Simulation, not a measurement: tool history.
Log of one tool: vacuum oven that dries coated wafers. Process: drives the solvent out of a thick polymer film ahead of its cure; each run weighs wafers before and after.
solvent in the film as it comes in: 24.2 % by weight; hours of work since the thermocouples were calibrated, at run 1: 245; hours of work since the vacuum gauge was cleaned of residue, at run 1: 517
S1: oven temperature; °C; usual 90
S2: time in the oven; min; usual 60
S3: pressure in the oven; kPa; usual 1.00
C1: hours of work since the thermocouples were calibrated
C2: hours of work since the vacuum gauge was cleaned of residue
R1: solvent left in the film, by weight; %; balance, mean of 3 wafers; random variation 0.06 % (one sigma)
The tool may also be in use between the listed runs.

Run 1, hour 0.0: usual settings; C1 245; C2 517. Result: R1 3.23 %.
Run 2, hour 106.5: usual settings but S1 88 °C; C1 327; C2 599. Result: R1 4.05 %.
Run 3, hour 187.2: usual settings but S3 2.98 kPa; C1 390; C2 661. Result: R1 3.42 %.
Run 4, hour 279.4: usual settings but S3 2.98 kPa; C1 461; C2 732. Result: R1 3.40 %.
Run 5, hour 385.1: usual settings but S3 2.98 kPa; C1 543; C2 814. Result: R1 3.31 %.
Run 6, hour 479.6: usual settings but S2 37 min; C1 615; C2 887. Result: R1 6.08 %.
Run 7, hour 532.1: usual settings but S2 90 min; C1 656; C2 928. Result: R1 1.22 %.
Run 8, hour 591.9: usual settings but S2 90 min; C1 702; C2 974. Result: R1 1.35 %.
Run 9, hour 679.6: usual settings but S2 90 min; C1 770; C2 1041. Result: R1 1.28 %.
Run 10, hour 789.4: usual settings but S2 90 min; C1 855; C2 1126. Result: R1 1.14 %.
Run 11, hour 882.3: usual settings but S2 90 min; C1 926; C2 1198. Result: R1 1.26 %.
Run 12, hour 993.1: usual settings but S2 90 min; C1 1012; C2 1283. Result: R1 1.17 %.
Run 13, hour 1070.4: usual settings but S2 90 min, S3 0.57 kPa; C1 1071; C2 1343. Result: R1 1.02 %.
Run 14, hour 1153.1: usual settings but S1 77 °C; C1 1135; C2 1407. Result: R1 8.87 %.
Run 15, hour 1219.1: usual settings but S1 77 °C; C1 1186; C2 1458. Result: R1 8.73 %.
At hour 1284.1: oven's thermocouples calibrated.
Run 16, hour 1287.0: usual settings but S1 94 °C; C1 2; C2 1509. Result: R1 2.01 %.
Run 17, hour 1389.7: usual settings but S1 94 °C; C1 81; C2 1588. Result: R1 1.91 %.
Run 18, hour 1479.8: usual settings; C1 151; C2 1657. Result: R1 3.21 %.
Run 19, hour 1554.8: usual settings but S1 93 °C, S3 1.82 kPa; C1 209; C2 1715. Result: R1 2.49 %.
Run 20, hour 1610.0: usual settings but S1 93 °C, S3 1.82 kPa; C1 252; C2 1758. Result: R1 2.35 %.
Run 21, hour 1719.9: usual settings but S1 91 °C, S2 81 min, S3 0.98 kPa; C1 336; C2 1843. Result: R1 1.61 %.
Run 22, hour 1829.3: usual settings but S2 66 min, S3 1.86 kPa; C1 421; C2 1927. Result: R1 2.72 %.
Run 23, hour 1934.8: usual settings but S1 79 °C, S2 50 min, S3 1.72 kPa; C1 502; C2 2009. Result: R1 9.65 %.
Run 24, hour 2044.9: usual settings but S2 59 min; C1 587; C2 2094. Result: R1 3.23 %.
At hour 2094.0: vacuum gauge cleaned of residue and calibrated.
Run 25, hour 2123.5: usual settings but S1 80 °C, S2 94 min, S3 0.88 kPa; C1 647; C2 23. Result: R1 4.36 %.
Run 26, hour 2210.9: usual settings but S2 73 min; C1 714; C2 90. Result: R1 1.95 %.
Run 27, hour 2329.4: usual settings but S2 67 min; C1 806; C2 182. Result: R1 2.21 %.
Run 28, hour 2394.4: usual settings but S1 82 °C, S3 0.61 kPa; C1 856; C2 232. Result: R1 6.15 %.

Run 29 comes next. What will it give?
Run 29, hour 2469.8: usual settings but S1 82 °C, S3 0.61 kPa; C1 914; C2 290. Result: R1 ?.

{"run 29": {"R1": 6.27}}
Without the tool's hidden state the same run would have given R1 6.87 %.
